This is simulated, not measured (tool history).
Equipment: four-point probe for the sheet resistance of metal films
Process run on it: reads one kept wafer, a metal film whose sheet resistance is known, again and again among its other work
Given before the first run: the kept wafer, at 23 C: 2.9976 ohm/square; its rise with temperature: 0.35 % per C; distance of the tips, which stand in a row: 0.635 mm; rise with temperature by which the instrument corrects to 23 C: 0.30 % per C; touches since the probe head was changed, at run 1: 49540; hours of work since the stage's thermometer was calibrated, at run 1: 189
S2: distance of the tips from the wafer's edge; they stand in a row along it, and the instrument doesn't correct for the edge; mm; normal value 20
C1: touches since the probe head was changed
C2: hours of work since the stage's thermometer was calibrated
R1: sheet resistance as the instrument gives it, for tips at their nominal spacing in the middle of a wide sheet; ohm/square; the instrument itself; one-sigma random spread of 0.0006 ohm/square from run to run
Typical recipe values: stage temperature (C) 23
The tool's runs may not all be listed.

run 1 day=0 | stage_temperature_(C)=23 S2=20 | C1=49540 C2=189 | R1=2.981596
run 2 day=2.867 | stage_temperature_(C)=23 S2=20 | C1=52070 C2=223 | R1=2.981195
run 3 day=5.404 | stage_temperature_(C)=23 S2=20 | C1=54305 C2=253 | R1=2.980968
run 4 day=8.483 | stage_temperature_(C)=23 S2=20 | C1=57023 C2=289 | R1=2.980631
run 5 day=10.054 | stage_temperature_(C)=19 S2=20 | C1=58409 C2=308 | R1=2.973472
run 6 day=13.454 | stage_temperature_(C)=19 S2=20 | C1=61406 C2=348 | R1=2.97278
run 7 day=16.246 | stage_temperature_(C)=19 S2=20 | C1=63869 C2=381 | R1=2.972707
run 8 day=18.104 | stage_temperature_(C)=19 S2=20 | C1=65507 C2=402 | R1=2.973774
run 9 day=21.158 | stage_temperature_(C)=20 S2=20 | C1=68200 C2=438 | R1=2.974359
run 10 day=24.225 | stage_temperature_(C)=20 S2=20 | C1=70904 C2=475 | R1=2.973219
run 11 day=25.621 | stage_temperature_(C)=20 S2=20 | C1=72137 C2=491 | R1=2.973742
run 12 day=27.721 | stage_temperature_(C)=20 S2=31 | C1=73989 C2=516 | R1=2.971643
run 13 day=29.492 | stage_temperature_(C)=20 S2=31 | C1=75549 C2=537 | R1=2.971901
run 14 day=31.283 | stage_temperature_(C)=33 S2=31 | C1=77131 C2=558 | R1=2.988381
-- day=31.517 stage's thermometer calibrated
run 15 day=33.946 | stage_temperature_(C)=33 S2=31 | C1=79461 C2=29 | R1=2.988768

What will run 16 give?
run 16 day=37.217 | stage_temperature_(C)=33 S2=31 | C1=82343 C2=67 | R1=?

{"run 16": {"R1": 2.988058}}
If the tool had no hidden condition, the same run with the same run-to-run variation would have returned R1 3.012622 ohm/square.
